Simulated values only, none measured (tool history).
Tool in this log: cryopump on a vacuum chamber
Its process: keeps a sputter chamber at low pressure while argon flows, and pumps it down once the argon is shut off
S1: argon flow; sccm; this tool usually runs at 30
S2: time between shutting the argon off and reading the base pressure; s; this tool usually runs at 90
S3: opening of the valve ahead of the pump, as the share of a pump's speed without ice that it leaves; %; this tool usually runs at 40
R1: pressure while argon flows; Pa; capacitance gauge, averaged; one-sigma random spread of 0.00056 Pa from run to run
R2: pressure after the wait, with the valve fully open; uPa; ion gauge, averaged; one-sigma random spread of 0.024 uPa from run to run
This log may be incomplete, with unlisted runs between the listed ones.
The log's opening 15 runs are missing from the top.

Run 16, hour 175.8: usual settings. Result: R1 0.0630 Pa, R2 1.69 uPa.
Run 17, hour 184.4: usual settings but S1 42 sccm, S2 276 s, S3 23 %. Result: R1 0.1505 Pa, R2 1.20 uPa.
Run 18, hour 190.9: usual settings but S1 42 sccm, S2 276 s, S3 23 %. Result: R1 0.1512 Pa, R2 1.22 uPa.
Run 19, hour 202.8: usual settings but S1 42 sccm, S2 276 s, S3 23 %. Result: R1 0.1512 Pa, R2 1.28 uPa.
Run 20, hour 217.2: usual settings but S1 15 sccm, S2 71 s, S3 42 %. Result: R1 0.0290 Pa, R2 1.95 uPa.
Run 21, hour 225.9: usual settings but S1 40 sccm, S2 46 s, S3 50 %. Result: R1 0.0676 Pa, R2 2.42 uPa.
Run 22, hour 239.2: usual settings but S1 24 sccm, S2 169 s, S3 28 %. Result: R1 0.0704 Pa, R2 1.43 uPa.
Run 23, hour 254.7: usual settings but S1 24 sccm, S2 169 s, S3 28 %. Result: R1 0.0720 Pa, R2 1.46 uPa.

Run 24 has not been measured yet. What should we expect?
Run 24, hour 267.9: usual settings but S1 42 sccm, S2 114 s, S3 21 %. Result: R1 ?, R2 ?.

{"run 24": {"R1": 0.1659, "R2": 1.6}}
With the hidden condition absent and the run-to-run variation left alone, this run would have shown R1 0.1629 Pa, R2 0.67 uPa.
